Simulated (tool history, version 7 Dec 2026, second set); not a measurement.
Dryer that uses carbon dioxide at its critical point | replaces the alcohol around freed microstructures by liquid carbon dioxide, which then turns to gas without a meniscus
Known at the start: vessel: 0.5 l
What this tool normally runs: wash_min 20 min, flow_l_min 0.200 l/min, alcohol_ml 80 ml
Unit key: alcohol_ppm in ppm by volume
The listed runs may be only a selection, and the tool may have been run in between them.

run   hour  wash_min  flow_l_min  alcohol_ml  alcohol_ppm
  1    0.0        20       0.200          80          447
  2   12.1        20       0.200          80          458
  3   33.7        20       0.200          80          469
  4   47.7        20       0.200          80          491
  5   57.6        20       0.200          80          501
  6   79.8        20       0.200          80          510
  7  101.8        20       0.200          80          545
  8  112.5        20       0.200          80          546
  9  124.0        20       0.200          80          570
 10  140.7        20       0.200          80          576
 11  150.0        20       0.200          80          609
 12  171.0        20       0.200          27          232
 13  184.4        20       0.200          27          231
 14  202.6        20       0.200          27          235
 15  218.9        28       0.200          27           42
 16  236.2        28       0.200          27           32
 17  249.0        28       0.200          27           39
 18  259.6        28       0.200          27           32
 19  271.8        17       0.200          80          682
 20  289.9        17       0.200          80          739
 21  301.3        17       0.200          80          787
 22  310.7        17       0.200          80          759
 23  327.4        17       0.200          80          794
 24  347.9        20       0.268          31           52
 25  367.5        25       0.200          24           51
 26  384.8        20       0.200          30          157
 27  401.7        25       0.200          46           75
 28  422.3        25       0.200          46           76
 29  445.2        20       0.256         100          114
 30  464.8        21       0.200          27          127
 31  478.1        31       0.200          89           54
 32  498.6        31       0.200          89           50
 33  515.8        31       0.200          89           62
 34  530.7        31       0.200          89           52
 35  552.5        20       0.191          26          219
 36  564.7        30       0.211          53           49
 37  584.8        29       0.321          20           39
 38  604.5        32       0.267          60           47
 39  626.9        32       0.267          58           51
 40  640.6        18       0.212          58          520
 41  656.3        18       0.212          58          550
 42  668.1        20       0.247          80          181
 43  683.3        26       0.332         110           49

Removed from this log: 1 entry logged between the listed runs. Between which two listed runs does each belong, and how does the tool's hidden state at the listed run before it compare with that at the listed run after it?
From run 14 to run 15: inlet filter changed (hour 217.8)
  flow that reaches the vessel past the clogged filter, %: 84.8 -> 99.3; alcohol in the recycled carbon dioxide, ppm: 31.3 -> 31.8
  what was measured, less what the result would be without the hidden state, alcohol_ppm: +158 -> +28 ppm by volume
